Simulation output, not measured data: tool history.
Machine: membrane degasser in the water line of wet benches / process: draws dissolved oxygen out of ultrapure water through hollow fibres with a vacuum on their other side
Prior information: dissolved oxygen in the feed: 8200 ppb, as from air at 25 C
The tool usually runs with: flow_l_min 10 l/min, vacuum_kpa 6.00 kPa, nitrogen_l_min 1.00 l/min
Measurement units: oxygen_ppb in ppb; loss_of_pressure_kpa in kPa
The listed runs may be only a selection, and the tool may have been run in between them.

{"run": 1, "hour": 0.0, "flow_l_min": 10, "vacuum_kpa": 6.0, "nitrogen_l_min": 1.0, "oxygen_ppb": 80.7, "loss_of_pressure_kpa": 47.85}
{"run": 2, "hour": 141.2, "flow_l_min": 10, "vacuum_kpa": 6.0, "nitrogen_l_min": 1.61, "oxygen_ppb": 53.8, "loss_of_pressure_kpa": 47.63}
{"run": 3, "hour": 306.5, "flow_l_min": 7, "vacuum_kpa": 6.0, "nitrogen_l_min": 1.0, "oxygen_ppb": 56.6, "loss_of_pressure_kpa": 33.92}
{"run": 4, "hour": 542.6, "flow_l_min": 7, "vacuum_kpa": 6.0, "nitrogen_l_min": 1.0, "oxygen_ppb": 56.9, "loss_of_pressure_kpa": 33.5}
{"run": 5, "hour": 877.9, "flow_l_min": 7, "vacuum_kpa": 6.0, "nitrogen_l_min": 1.0, "oxygen_ppb": 57.7, "loss_of_pressure_kpa": 34.02}
{"run": 6, "hour": 1066.9, "flow_l_min": 10, "vacuum_kpa": 6.0, "nitrogen_l_min": 1.0, "oxygen_ppb": 81.5, "loss_of_pressure_kpa": 48.05}
{"run": 7, "hour": 1290.9, "flow_l_min": 10, "vacuum_kpa": 6.0, "nitrogen_l_min": 1.0, "oxygen_ppb": 82.9, "loss_of_pressure_kpa": 48.44}
{"run": 8, "hour": 1505.3, "flow_l_min": 10, "vacuum_kpa": 6.8, "nitrogen_l_min": 1.0, "oxygen_ppb": 101.5, "loss_of_pressure_kpa": 47.67}
{"run": 9, "hour": 1857.5, "flow_l_min": 16, "vacuum_kpa": 6.0, "nitrogen_l_min": 1.0, "oxygen_ppb": 134.0, "loss_of_pressure_kpa": 77.41}
{"run": 10, "hour": 2089.1, "flow_l_min": 10, "vacuum_kpa": 6.0, "nitrogen_l_min": 1.53, "oxygen_ppb": 58.3, "loss_of_pressure_kpa": 48.16}
{"run": 11, "hour": 2441.8, "flow_l_min": 10, "vacuum_kpa": 6.0, "nitrogen_l_min": 1.53, "oxygen_ppb": 58.1, "loss_of_pressure_kpa": 48.39}
{"run": 12, "hour": 2589.1, "flow_l_min": 10, "vacuum_kpa": 6.0, "nitrogen_l_min": 1.0, "oxygen_ppb": 83.5, "loss_of_pressure_kpa": 48.13}
{"run": 13, "hour": 2811.3, "flow_l_min": 10, "vacuum_kpa": 6.0, "nitrogen_l_min": 1.0, "oxygen_ppb": 85.2, "loss_of_pressure_kpa": 49.03}
{"run": 14, "hour": 3055.7, "flow_l_min": 10, "vacuum_kpa": 13.14, "nitrogen_l_min": 1.0, "oxygen_ppb": 254.9, "loss_of_pressure_kpa": 48.36}
{"run": 15, "hour": 3400.5, "flow_l_min": 10, "vacuum_kpa": 13.14, "nitrogen_l_min": 1.0, "oxygen_ppb": 258.3, "loss_of_pressure_kpa": 48.78}
{"run": 16, "hour": 3674.2, "flow_l_min": 10, "vacuum_kpa": 6.0, "nitrogen_l_min": 1.0, "oxygen_ppb": 85.9, "loss_of_pressure_kpa": 48.17}
{"hour": 3807.5, "done": "vacuum gauge calibrated"}
{"run": 17, "hour": 3851.1, "flow_l_min": 15, "vacuum_kpa": 14.73, "nitrogen_l_min": 0.62, "oxygen_ppb": 607.7, "loss_of_pressure_kpa": 72.81}
{"run": 18, "hour": 4169.0, "flow_l_min": 8, "vacuum_kpa": 4.38, "nitrogen_l_min": 1.0, "oxygen_ppb": 28.2, "loss_of_pressure_kpa": 39.1}
{"run": 19, "hour": 4387.5, "flow_l_min": 8, "vacuum_kpa": 4.38, "nitrogen_l_min": 1.0, "oxygen_ppb": 28.2, "loss_of_pressure_kpa": 39.13}
{"run": 20, "hour": 4604.4, "flow_l_min": 11, "vacuum_kpa": 6.86, "nitrogen_l_min": 1.0, "oxygen_ppb": 108.3, "loss_of_pressure_kpa": 53.61}
{"run": 21, "hour": 4784.5, "flow_l_min": 14, "vacuum_kpa": 4.37, "nitrogen_l_min": 0.83, "oxygen_ppb": 66.0, "loss_of_pressure_kpa": 68.35}
{"run": 22, "hour": 4966.5, "flow_l_min": 14, "vacuum_kpa": 4.37, "nitrogen_l_min": 0.83, "oxygen_ppb": 63.9, "loss_of_pressure_kpa": 68.4}
{"run": 23, "hour": 5262.1, "flow_l_min": 10, "vacuum_kpa": 5.28, "nitrogen_l_min": 0.59, "oxygen_ppb": 91.8, "loss_of_pressure_kpa": 48.58}
{"hour": 5442.7, "done": "seals of the vacuum lines changed"}
{"run": 24, "hour": 5566.8, "flow_l_min": 10, "vacuum_kpa": 8.82, "nitrogen_l_min": 0.45, "oxygen_ppb": 276.7, "loss_of_pressure_kpa": 49.18}
{"run": 25, "hour": 5896.6, "flow_l_min": 14, "vacuum_kpa": 8.82, "nitrogen_l_min": 2.05, "oxygen_ppb": 110.6, "loss_of_pressure_kpa": 68.57}
{"run": 26, "hour": 6173.5, "flow_l_min": 14, "vacuum_kpa": 4.47, "nitrogen_l_min": 2.05, "oxygen_ppb": 40.7, "loss_of_pressure_kpa": 68.41}
{"run": 27, "hour": 6439.5, "flow_l_min": 14, "vacuum_kpa": 4.47, "nitrogen_l_min": 2.05, "oxygen_ppb": 39.9, "loss_of_pressure_kpa": 68.53}
{"run": 28, "hour": 6672.8, "flow_l_min": 6, "vacuum_kpa": 5.92, "nitrogen_l_min": 1.44, "oxygen_ppb": 31.5, "loss_of_pressure_kpa": 29.66}
{"run": 29, "hour": 6994.8, "flow_l_min": 12, "vacuum_kpa": 5.92, "nitrogen_l_min": 1.44, "oxygen_ppb": 70.0, "loss_of_pressure_kpa": 59.08}
{"run": 30, "hour": 7336.7, "flow_l_min": 16, "vacuum_kpa": 5.89, "nitrogen_l_min": 0.5, "oxygen_ppb": 204.1, "loss_of_pressure_kpa": 78.97}
{"run": 31, "hour": 7530.8, "flow_l_min": 16, "vacuum_kpa": 5.89, "nitrogen_l_min": 0.5, "oxygen_ppb": 209.0, "loss_of_pressure_kpa": 78.63}

Measured result minus the same run's result without the hidden state. Both carry the same run-to-run variation, though not necessarily the same gauge scatter:
The hidden state here: membrane still open, %; true pressure behind the membrane over the reading, kPa; air that leaks in behind the membrane, l/min; drift of the gauge itself on oxygen_ppb, %; drift of the gauge itself on loss_of_pressure_kpa, %.
run=1 oxygen_ppb=+8.7 loss_of_pressure_kpa=+1.55
run=2 oxygen_ppb=+6.5 loss_of_pressure_kpa=+1.57
run=3 oxygen_ppb=+7.4 loss_of_pressure_kpa=+1.14
run=4 oxygen_ppb=+7.7 loss_of_pressure_kpa=+1.17
run=5 oxygen_ppb=+8.1 loss_of_pressure_kpa=+1.20
run=6 oxygen_ppb=+10.4 loss_of_pressure_kpa=+1.75
run=7 oxygen_ppb=+10.8 loss_of_pressure_kpa=+1.79
run=8 oxygen_ppb=+11.9 loss_of_pressure_kpa=+1.80
run=9 oxygen_ppb=+16.7 loss_of_pressure_kpa=+3.03
run=10 oxygen_ppb=+9.1 loss_of_pressure_kpa=+1.93
run=11 oxygen_ppb=+9.4 loss_of_pressure_kpa=+2.00
run=12 oxygen_ppb=+12.7 loss_of_pressure_kpa=+2.02
run=13 oxygen_ppb=+13.3 loss_of_pressure_kpa=+2.08
run=14 oxygen_ppb=+23.0 loss_of_pressure_kpa=+2.10
run=15 oxygen_ppb=+24.1 loss_of_pressure_kpa=+2.18
run=16 oxygen_ppb=+14.7 loss_of_pressure_kpa=+2.22
run=17 oxygen_ppb=+16.5 loss_of_pressure_kpa=+3.39
run=18 oxygen_ppb=+2.6 loss_of_pressure_kpa=+1.86
run=19 oxygen_ppb=+2.9 loss_of_pressure_kpa=+1.89
run=20 oxygen_ppb=+8.1 loss_of_pressure_kpa=+2.62
run=21 oxygen_ppb=+6.6 loss_of_pressure_kpa=+3.40
run=22 oxygen_ppb=+6.8 loss_of_pressure_kpa=+3.45
run=23 oxygen_ppb=+7.4 loss_of_pressure_kpa=+2.51
run=24 oxygen_ppb=+4.5 loss_of_pressure_kpa=+2.58
run=25 oxygen_ppb=+6.5 loss_of_pressure_kpa=+3.70
run=26 oxygen_ppb=+6.6 loss_of_pressure_kpa=+3.75
run=27 oxygen_ppb=+6.8 loss_of_pressure_kpa=+3.84
run=28 oxygen_ppb=+2.1 loss_of_pressure_kpa=+1.67
run=29 oxygen_ppb=+6.7 loss_of_pressure_kpa=+3.42
run=30 oxygen_ppb=+14.5 loss_of_pressure_kpa=+4.66
run=31 oxygen_ppb=+15.4 loss_of_pressure_kpa=+4.70
